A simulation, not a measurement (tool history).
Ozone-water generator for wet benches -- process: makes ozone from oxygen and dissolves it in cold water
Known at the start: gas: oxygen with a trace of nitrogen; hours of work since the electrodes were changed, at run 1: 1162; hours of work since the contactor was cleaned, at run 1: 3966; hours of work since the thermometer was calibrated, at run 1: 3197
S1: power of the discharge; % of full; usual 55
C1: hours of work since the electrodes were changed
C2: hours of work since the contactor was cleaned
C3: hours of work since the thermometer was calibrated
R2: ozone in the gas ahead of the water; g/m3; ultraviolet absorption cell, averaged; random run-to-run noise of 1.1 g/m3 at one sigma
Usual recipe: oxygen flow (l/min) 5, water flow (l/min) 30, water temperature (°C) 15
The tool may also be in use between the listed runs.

{"run": 1, "hour": 0.0, "S1": 55, "oxygen flow (l/min)": 5, "water flow (l/min)": 30, "water temperature (°C)": 15, "C1": 1162, "C2": 3966, "C3": 3197, "dissolved ozone (ppm)": 17.7, "R2": 195.8}
{"run": 2, "hour": 20.8, "S1": 55, "oxygen flow (l/min)": 5, "water flow (l/min)": 30, "water temperature (°C)": 8, "C1": 1178, "C2": 3982, "C3": 3213, "dissolved ozone (ppm)": 18.7, "R2": 197.1}
{"run": 3, "hour": 46.1, "S1": 55, "oxygen flow (l/min)": 5, "water flow (l/min)": 30, "water temperature (°C)": 8, "C1": 1197, "C2": 4001, "C3": 3232, "dissolved ozone (ppm)": 18.6, "R2": 196.2}
{"run": 4, "hour": 75.0, "S1": 55, "oxygen flow (l/min)": 5, "water flow (l/min)": 30, "water temperature (°C)": 8, "C1": 1218, "C2": 4023, "C3": 3254, "dissolved ozone (ppm)": 18.9, "R2": 196.7}
{"run": 5, "hour": 105.7, "S1": 55, "oxygen flow (l/min)": 5, "water flow (l/min)": 30, "water temperature (°C)": 8, "C1": 1241, "C2": 4046, "C3": 3277, "dissolved ozone (ppm)": 18.6, "R2": 195.8}
{"run": 6, "hour": 138.6, "S1": 55, "oxygen flow (l/min)": 5, "water flow (l/min)": 30, "water temperature (°C)": 8, "C1": 1266, "C2": 4070, "C3": 3301, "dissolved ozone (ppm)": 18.6, "R2": 196}
{"run": 7, "hour": 170.8, "S1": 55, "oxygen flow (l/min)": 5, "water flow (l/min)": 30, "water temperature (°C)": 8, "C1": 1290, "C2": 4095, "C3": 3326, "dissolved ozone (ppm)": 18.7, "R2": 195.9}
{"run": 8, "hour": 209.0, "S1": 55, "oxygen flow (l/min)": 5, "water flow (l/min)": 30, "water temperature (°C)": 8, "C1": 1319, "C2": 4123, "C3": 3354, "dissolved ozone (ppm)": 18.8, "R2": 195.8}
{"run": 9, "hour": 239.8, "S1": 55, "oxygen flow (l/min)": 5.9, "water flow (l/min)": 30, "water temperature (°C)": 8, "C1": 1342, "C2": 4146, "C3": 3378, "dissolved ozone (ppm)": 19.4, "R2": 183.1}
{"run": 10, "hour": 258.7, "S1": 55, "oxygen flow (l/min)": 5.43, "water flow (l/min)": 20, "water temperature (°C)": 10, "C1": 1357, "C2": 4161, "C3": 3392, "dissolved ozone (ppm)": 25.7, "R2": 187.9}
{"run": 11, "hour": 292.7, "S1": 55, "oxygen flow (l/min)": 5.43, "water flow (l/min)": 20, "water temperature (°C)": 10, "C1": 1382, "C2": 4186, "C3": 3417, "dissolved ozone (ppm)": 26.1, "R2": 187.8}

Run 12, settings as shown, results not yet in. Your forecast:
{"run": 12, "hour": 317.8, "S1": 55, "oxygen flow (l/min)": 5, "water flow (l/min)": 27, "water temperature (°C)": 22, "C1": 1401, "C2": 4205, "C3": 3436, "dissolved ozone (ppm)": "?", "R2": "?"}

{"run 12": {"dissolved ozone (ppm)": 17.6, "R2": 192.9}}
Minus the tool's unlogged condition, the same run would have read dissolved ozone (ppm) 19, R2 199 g/m3.
